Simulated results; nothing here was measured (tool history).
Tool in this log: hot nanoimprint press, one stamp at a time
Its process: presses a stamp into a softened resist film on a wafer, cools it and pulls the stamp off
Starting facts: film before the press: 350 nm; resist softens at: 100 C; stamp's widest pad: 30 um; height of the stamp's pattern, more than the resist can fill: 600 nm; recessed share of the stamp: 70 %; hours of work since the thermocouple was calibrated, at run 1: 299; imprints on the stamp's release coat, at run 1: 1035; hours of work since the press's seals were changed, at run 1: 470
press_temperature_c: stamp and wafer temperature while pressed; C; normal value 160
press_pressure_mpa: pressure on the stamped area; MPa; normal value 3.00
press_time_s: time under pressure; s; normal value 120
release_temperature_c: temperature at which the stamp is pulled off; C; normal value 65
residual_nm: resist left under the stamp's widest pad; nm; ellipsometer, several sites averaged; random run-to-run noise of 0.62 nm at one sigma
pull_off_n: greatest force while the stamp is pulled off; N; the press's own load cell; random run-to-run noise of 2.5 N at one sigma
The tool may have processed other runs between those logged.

run,day,press_temperature_c,press_pressure_mpa,press_time_s,release_temperature_c,hours of work since the thermocouple was calibrated,imprints on the stamp's release coat,hours of work since the press's seals were changed,residual_nm,pull_off_n
1,0.000,160,3.00,120,65,299,1035,470,144.6,151
2,1.171,160,3.00,120,65,317,1094,487,145.5,158
3,3.117,170,3.00,120,65,345,1192,515,97.8,164
4,4.462,160,4.71,120,65,365,1260,535,115.7,163
5,6.512,160,3.79,120,65,394,1363,565,130.4,169
6,7.729,160,3.79,120,65,412,1425,582,131.5,169
# day 8.408: press's hydraulic seals changed and the load cell set to zero
7,9.362,152,3.00,120,65,431,1490,14,196.0,173
# day 10.588: plate thermocouple calibrated
8,10.846,152,3.00,120,65,4,1559,34,200.7,177
9,11.942,167,3.00,120,65,20,1614,50,111.3,185
10,13.379,172,3.00,120,65,41,1686,71,92.6,180
11,15.183,172,3.00,120,65,67,1777,97,92.0,187
12,17.188,172,3.00,120,65,96,1878,126,93.9,193
13,18.379,172,3.00,120,65,114,1938,144,93.9,199
14,19.558,172,3.00,120,65,131,1998,161,94.3,201
# day 20.975: plate thermocouple calibrated, once more
15,21.175,172,3.00,120,65,3,2073,183,85.9,205
16,22.821,172,3.00,120,65,27,2156,206,86.6,198
17,24.308,171,3.00,72,57,49,2231,228,109.3,229
# day 25.133: stamp cleaned and given a new release coat
18,25.758,171,3.00,72,57,66,31,246,110.2,126
19,27.212,171,3.00,72,57,87,104,267,109.7,123
20,28.583,171,3.00,72,57,107,174,287,110.0,132
21,29.600,171,3.00,72,57,122,225,302,110.4,130

Run 22, settings as shown, results not yet in. Your forecast:
22,30.892,171,3.00,72,57,141,290,320,?,?

For run 22 the tool returned residual_nm 111.8 nm, pull_off_n 130 N.
Take away the tool's hidden state, keep the run-to-run variation as it was, and the same run would have given residual_nm 109.6 nm, pull_off_n 119 N.
